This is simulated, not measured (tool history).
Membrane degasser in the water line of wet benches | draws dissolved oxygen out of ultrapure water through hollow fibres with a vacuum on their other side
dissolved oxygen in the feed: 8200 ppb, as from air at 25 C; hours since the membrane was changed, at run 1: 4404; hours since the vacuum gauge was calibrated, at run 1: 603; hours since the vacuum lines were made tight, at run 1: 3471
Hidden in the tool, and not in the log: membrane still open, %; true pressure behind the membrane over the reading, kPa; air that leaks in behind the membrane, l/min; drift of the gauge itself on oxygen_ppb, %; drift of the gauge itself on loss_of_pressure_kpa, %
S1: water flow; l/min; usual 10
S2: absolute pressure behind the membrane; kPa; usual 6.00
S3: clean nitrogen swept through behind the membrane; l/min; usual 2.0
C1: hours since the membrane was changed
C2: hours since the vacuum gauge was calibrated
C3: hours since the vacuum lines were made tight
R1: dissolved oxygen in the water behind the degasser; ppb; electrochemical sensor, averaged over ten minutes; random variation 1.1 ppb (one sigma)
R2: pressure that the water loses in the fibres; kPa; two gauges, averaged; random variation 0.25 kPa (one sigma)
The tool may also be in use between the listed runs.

{"run": 1, "hour": 0.0, "S1": 10, "S2": 6.0, "S3": 2.0, "C1": 4404, "C2": 603, "C3": 3471, "R1": 109.7, "R2": 67.84}
{"run": 2, "hour": 85.1, "S1": 10, "S2": 14.52, "S3": 2.0, "C1": 4489, "C2": 688, "C3": 3556, "R1": 209.5, "R2": 67.5}
{"run": 3, "hour": 152.3, "S1": 10, "S2": 14.52, "S3": 2.0, "C1": 4556, "C2": 755, "C3": 3623, "R1": 204.5, "R2": 68.18}
{"run": 4, "hour": 256.5, "S1": 10, "S2": 14.52, "S3": 2.0, "C1": 4660, "C2": 859, "C3": 3727, "R1": 208.8, "R2": 67.63}
{"run": 5, "hour": 338.8, "S1": 10, "S2": 10.85, "S3": 2.0, "C1": 4743, "C2": 941, "C3": 3809, "R1": 164.9, "R2": 67.83}
{"run": 6, "hour": 429.9, "S1": 10, "S2": 6.0, "S3": 2.0, "C1": 4834, "C2": 1033, "C3": 3900, "R1": 110.1, "R2": 68.01}
{"run": 7, "hour": 493.6, "S1": 10, "S2": 6.0, "S3": 2.0, "C1": 4897, "C2": 1096, "C3": 3964, "R1": 106.5, "R2": 68.12}
{"run": 8, "hour": 599.6, "S1": 7, "S2": 6.0, "S3": 2.0, "C1": 5003, "C2": 1202, "C3": 4070, "R1": 62.4, "R2": 48.03}
{"run": 9, "hour": 706.6, "S1": 7, "S2": 11.72, "S3": 2.0, "C1": 5110, "C2": 1309, "C3": 4177, "R1": 111.6, "R2": 47.99}
{"run": 10, "hour": 816.2, "S1": 7, "S2": 11.72, "S3": 2.0, "C1": 5220, "C2": 1419, "C3": 4287, "R1": 111.1, "R2": 47.86}
{"run": 11, "hour": 865.4, "S1": 7, "S2": 11.72, "S3": 2.0, "C1": 5269, "C2": 1468, "C3": 4336, "R1": 111.1, "R2": 47.9}
{"run": 12, "hour": 961.2, "S1": 10, "S2": 3.83, "S3": 2.0, "C1": 5365, "C2": 1564, "C3": 4432, "R1": 82.5, "R2": 68.63}
{"hour": 1035.5, "done": "seals of the vacuum lines changed"}
{"run": 13, "hour": 1068.7, "S1": 10, "S2": 3.83, "S3": 2.0, "C1": 5470, "C2": 1669, "C3": 33, "R1": 83.8, "R2": 68.76}
{"run": 14, "hour": 1162.6, "S1": 10, "S2": 6.0, "S3": 0.8, "C1": 5564, "C2": 1763, "C3": 127, "R1": 157.0, "R2": 68.76}

Forecast run 15:
{"run": 15, "hour": 1214.5, "S1": 8, "S2": 6.0, "S3": 2.0, "C1": 5616, "C2": 1815, "C3": 179, "R1": "?", "R2": "?"}

{"run 15": {"R1": 76.2, "R2": 54.74}}
Without the tool's hidden state the same run would have given R1 76.0 ppb, R2 53.91 kPa.

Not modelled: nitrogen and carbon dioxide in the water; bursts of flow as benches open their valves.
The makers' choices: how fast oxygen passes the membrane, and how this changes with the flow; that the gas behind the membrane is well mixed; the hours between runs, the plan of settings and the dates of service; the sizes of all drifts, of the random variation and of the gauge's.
